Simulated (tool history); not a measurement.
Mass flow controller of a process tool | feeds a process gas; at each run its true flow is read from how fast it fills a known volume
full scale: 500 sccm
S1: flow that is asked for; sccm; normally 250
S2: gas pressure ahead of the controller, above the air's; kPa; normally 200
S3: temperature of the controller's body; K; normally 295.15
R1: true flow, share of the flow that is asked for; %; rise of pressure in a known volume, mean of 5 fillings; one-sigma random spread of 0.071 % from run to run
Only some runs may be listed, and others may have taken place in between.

run,day,S1,S2,S3,R1
1,0,250,200,295.15,99.7
2,7.775,250,200,295.15,99.72
3,14.662,250,200,295.15,99.8
4,24.254,250,200,295.15,99.78
5,31.729,250,200,295.15,99.72
6,37.617,250,200,295.15,99.78
7,48.596,250,200,295.15,99.78
8,55.625,250,200,295.15,99.79
9,61.738,250,200,295.15,99.93
10,75.388,80,200,295.15,97.98
11,87.492,80,200,295.15,97.89
12,101.612,66,200,295.15,97.27
13,112.558,250,200,295.15,99.95
14,120.362,250,200,295.15,100.03
15,129.304,250,200,295.15,99.98
16,140.454,250,232,295.15,100.16
17,150.196,250,232,295.15,99.96
18,159.304,250,232,295.15,100.29
19,172.562,250,204,294.15,99.84
20,182.029,250,204,294.15,99.91
21,188.958,250,200,308.15,101.25
22,196.483,250,200,302.15,100.74
23,204.533,493,154,302.15,101.11
24,213.467,60,188,298.15,96.7
25,219.771,60,188,298.15,96.79
26,228.112,51,250,298.15,96.4
27,235.917,51,250,298.15,96.35
28,245.558,231,187,299.15,100.44
29,255.258,231,187,299.15,100.25
30,269.608,100,227,313.15,100.15
31,282.729,50,221,304.15,96.32
32,292.462,143,220,295.15,99.31
33,301.446,136,253,312.15,100.99
34,307.429,55,140,300.15,95.83
# day 310.796: controller's zero set anew
35,320.754,55,140,300.15,101.2
36,326.942,55,140,300.15,101.16

Consider 4 possible next runs. They are alternatives, not a sequence: every one starts from the tool as it was left by run 36. What does each give?
A,339.062,55,238,300.15,?
B,339.062,250,200,299.15,?
C,339.062,65,183,299.15,?
D,339.062,55,185,310.15,?

run,R1
A,101.87
B,101.76
C,101.37
D,102.36
Had the tool no hidden state, the same runs would have come out as:
run,R1
A,100.06
B,99.71
C,99.51
D,100.55
